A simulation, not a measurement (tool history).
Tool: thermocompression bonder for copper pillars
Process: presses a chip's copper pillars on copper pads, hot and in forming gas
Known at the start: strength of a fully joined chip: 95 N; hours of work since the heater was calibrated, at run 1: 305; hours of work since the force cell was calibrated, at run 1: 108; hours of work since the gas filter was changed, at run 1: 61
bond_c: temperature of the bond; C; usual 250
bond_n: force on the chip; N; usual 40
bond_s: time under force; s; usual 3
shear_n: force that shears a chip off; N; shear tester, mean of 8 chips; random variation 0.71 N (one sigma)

| run | hour | bond_c | bond_n | bond_s | hours of work since the heater was calibrated | hours of work since the force cell was calibrated | hours of work since the gas filter was changed | shear_n |
|---|---|---|---|---|---|---|---|---|
| 1 | 0 | 250 | 40 | 3 | 305 | 108 | 61 | 68.5 |
| 2 | 29 | 250 | 40 | 3 | 326 | 129 | 81 | 70.1 |
| 3 | 43.5 | 250 | 40 | 3 | 337 | 139 | 92 | 68.1 |
| 4 | 65.6 | 250 | 40 | 3 | 352 | 155 | 108 | 69.6 |
| 5 | 91.4 | 229 | 40 | 3 | 371 | 174 | 126 | 52.3 |
| 6 | 119.6 | 226 | 40 | 3 | 391 | 194 | 146 | 49 |
| 7 | 147.4 | 226 | 40 | 3 | 411 | 214 | 166 | 49.3 |
| 8 | 171.6 | 226 | 40 | 3 | 428 | 231 | 184 | 48.6 |
| 9 | 187.2 | 226 | 40 | 3 | 440 | 242 | 195 | 48.1 |
| 10 | 204.4 | 226 | 54 | 3 | 452 | 255 | 207 | 56.8 |
| 11 | 230.1 | 250 | 40 | 7 | 470 | 273 | 226 | 77.3 |
| 12 | 242.7 | 250 | 54 | 7 | 479 | 282 | 235 | 83.8 |
| 13 | 266.2 | 274 | 40 | 2 | 496 | 299 | 251 | 74.5 |
| 14 | 286.8 | 274 | 26 | 2 | 511 | 314 | 266 | 63.2 |
| 15 | 312.5 | 250 | 56 | 2 | 529 | 332 | 285 | 67.5 |
| 16 | 325.6 | 261 | 27 | 5 | 539 | 342 | 294 | 69.1 |
| 17 | 341.1 | 261 | 40 | 5 | 550 | 353 | 305 | 76.2 |
| 18 | 357.5 | 261 | 32 | 2 | 562 | 364 | 317 | 59.8 |
| 19 | 385.6 | 234 | 29 | 3 | 582 | 385 | 337 | 44.2 |
| 20 | 401.3 | 233 | 40 | 3 | 593 | 396 | 348 | 51.9 |

Forecast each of these 5 alternatives for the next run:
|  | 405.7 | forming gas filter changed |
| A | 428.1 | 269 | 58 | 3 | 612 | 415 | 16 | ? |
|  | 405.7 | forming gas filter changed |
| B | 428.1 | 233 | 58 | 3 | 612 | 415 | 16 | ? |
|  | 405.7 | forming gas filter changed |
| C | 428.1 | 239 | 27 | 6 | 612 | 415 | 16 | ? |
|  | 405.7 | forming gas filter changed |
| D | 428.1 | 256 | 42 | 3 | 612 | 415 | 16 | ? |
|  | 405.7 | forming gas filter changed |
| E | 428.1 | 233 | 26 | 2 | 612 | 415 | 16 | ? |

| run | shear_n |
|---|---|
| A | 86.1 |
| B | 67.5 |
| C | 61.5 |
| D | 75.7 |
| E | 36.7 |
Without the tool's hidden state the same runs would have given:
| run | shear_n |
|---|---|
| A | 86.4 |
| B | 67.1 |
| C | 61 |
| D | 75.6 |
| E | 36.3 |
